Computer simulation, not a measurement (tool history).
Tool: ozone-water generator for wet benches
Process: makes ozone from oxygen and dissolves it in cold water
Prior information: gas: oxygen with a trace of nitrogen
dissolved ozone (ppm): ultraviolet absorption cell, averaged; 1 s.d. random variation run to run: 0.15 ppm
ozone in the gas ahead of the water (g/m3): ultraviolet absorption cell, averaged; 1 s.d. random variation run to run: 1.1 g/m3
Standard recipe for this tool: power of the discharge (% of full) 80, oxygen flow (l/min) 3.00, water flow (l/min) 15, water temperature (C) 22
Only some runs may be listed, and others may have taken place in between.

run    hour  power of the discharge (% of full)  oxygen flow (l/min)  water flow (l/min)  water temperature (C)  dissolved ozone (ppm)  ozone in the gas ahead of the water (g/m3)
  1     0.0                                  80                 3.00                  15                     22                   17.9                                       197.4
  2    59.8                                  80                 3.00                  15                     22                   18.0                                       195.4
  3   137.3                                  80                 1.88                  15                     22                   15.6                                       233.0
  4   201.6                                  80                 1.88                  15                     22                   15.7                                       231.9
  5   262.4                                  80                 1.88                  15                     22                   15.3                                       231.9
  6   300.9                                  80                 3.00                  15                     16                   19.0                                       195.6
  7   364.6                                  90                 3.00                  15                     22                   19.0                                       208.1
  8   411.8                                  90                 3.00                  15                     22                   19.1                                       209.7
  9   487.6                                  80                 3.00                  15                     22                   17.7                                       195.4
 10   541.6                                  80                 3.00                  15                     22                   17.7                                       194.2
 11   580.4                                  80                 3.00                  15                     22                   18.0                                       196.7
 12   615.6                                  80                 3.00                  15                     22                   17.5                                       194.1
 13   688.5                                  80                 3.00                  15                     22                   17.2                                       196.1
 14   732.5                                  80                 3.47                  10                     22                   24.7                                       184.7
      740.3  -- water thermometer calibrated
 15   806.8                                  80                 2.78                  20                     22                   12.9                                       200.1
 16   853.6                                  53                 3.56                  11                     22                   18.0                                       145.6
 17   924.2                                  51                 3.56                  11                     22                   17.7                                       143.6
 18   961.1                                  65                 3.80                   9                     17                   25.5                                       157.4
 19  1042.9                                  65                 4.78                  16                     19                   16.8                                       146.1
 20  1086.1                                  65                 4.78                  10                     28                   19.3                                       146.2
     1116.7  -- water thermometer calibrated, once more
 21  1163.2                                  60                 4.78                  10                     16                   23.7                                       140.9
 22  1207.6                                  81                 5.05                   9                     24                   25.3                                       159.6
 23  1277.5                                  81                 1.82                  12                     21                   19.0                                       234.3
 24  1364.7                                  70                 3.16                  12                     23                   19.3                                       178.1
 25  1415.2                                  70                 3.16                  12                     23                   19.3                                       174.4
 26  1497.1                                  70                 2.58                  12                     18                   20.1                                       187.7

Each row is a separate what-if for the run after 26, all from the same tool condition, not one after another. Results?
  A  1577.7                                  48                 3.00                  15                     22                      ?                                           ?
  B  1577.7                                  80                 2.45                  15                     25                      ?                                           ?
  C  1577.7                                  53                 2.58                  12                     18                      ?                                           ?
  D  1577.7                                  89                 2.58                  12                     18                      ?                                           ?

run  dissolved ozone (ppm)  ozone in the gas ahead of the water (g/m3)
  A                   12.8                                       144.8
  B                   15.9                                       207.2
  C                   17.1                                       161.8
  D                   22.7                                       217.5
Stripped of hidden state, with their random variation kept, the same runs would have yielded:
run  dissolved ozone (ppm)  ozone in the gas ahead of the water (g/m3)
  A                   13.7                                       148.9
  B                   17.1                                       215.3
  C                   18.1                                       166.7
  D                   24.3                                       226.6

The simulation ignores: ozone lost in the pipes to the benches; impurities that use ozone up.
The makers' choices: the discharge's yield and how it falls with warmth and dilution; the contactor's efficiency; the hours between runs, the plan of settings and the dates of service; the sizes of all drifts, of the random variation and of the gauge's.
